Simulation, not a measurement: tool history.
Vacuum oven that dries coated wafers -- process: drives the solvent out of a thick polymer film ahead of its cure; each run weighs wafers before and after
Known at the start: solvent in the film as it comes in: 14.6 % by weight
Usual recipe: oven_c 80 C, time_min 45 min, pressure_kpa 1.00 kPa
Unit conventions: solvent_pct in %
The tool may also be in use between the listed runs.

run	day	oven_c	time_min	pressure_kpa	solvent_pct
1	0.000	80	45	1.00	1.94
2	1.062	80	45	1.00	1.94
3	1.925	80	45	1.00	1.95
# day 2.925: oven's thermocouples calibrated
4	3.188	95	45	1.00	0.54
5	4.088	95	45	1.00	0.52
6	4.771	80	45	1.00	2.21
7	5.654	80	45	1.00	2.17
8	6.700	75	45	1.00	3.61
9	7.212	75	45	1.00	3.60
10	8.396	77	37	1.92	4.37
11	9.288	80	78	3.26	2.98
12	9.871	80	32	1.64	3.73
13	10.679	69	32	1.64	7.45
14	11.721	87	65	1.00	0.75
15	12.762	87	22	1.39	2.79
16	13.412	87	63	1.43	1.02

Below are 3 alternative next runs, each starting from the tool's condition after run 16. Predict each:
A	14.404	81	57	1.23	?
B	14.404	90	34	0.97	?
C	14.404	66	51	0.51	?

run	solvent_pct
A	1.61
B	0.96
C	5.78
With the hidden condition removed and each run's random variation left untouched, the same runs would have given:
run	solvent_pct
A	1.46
B	0.85
C	5.54
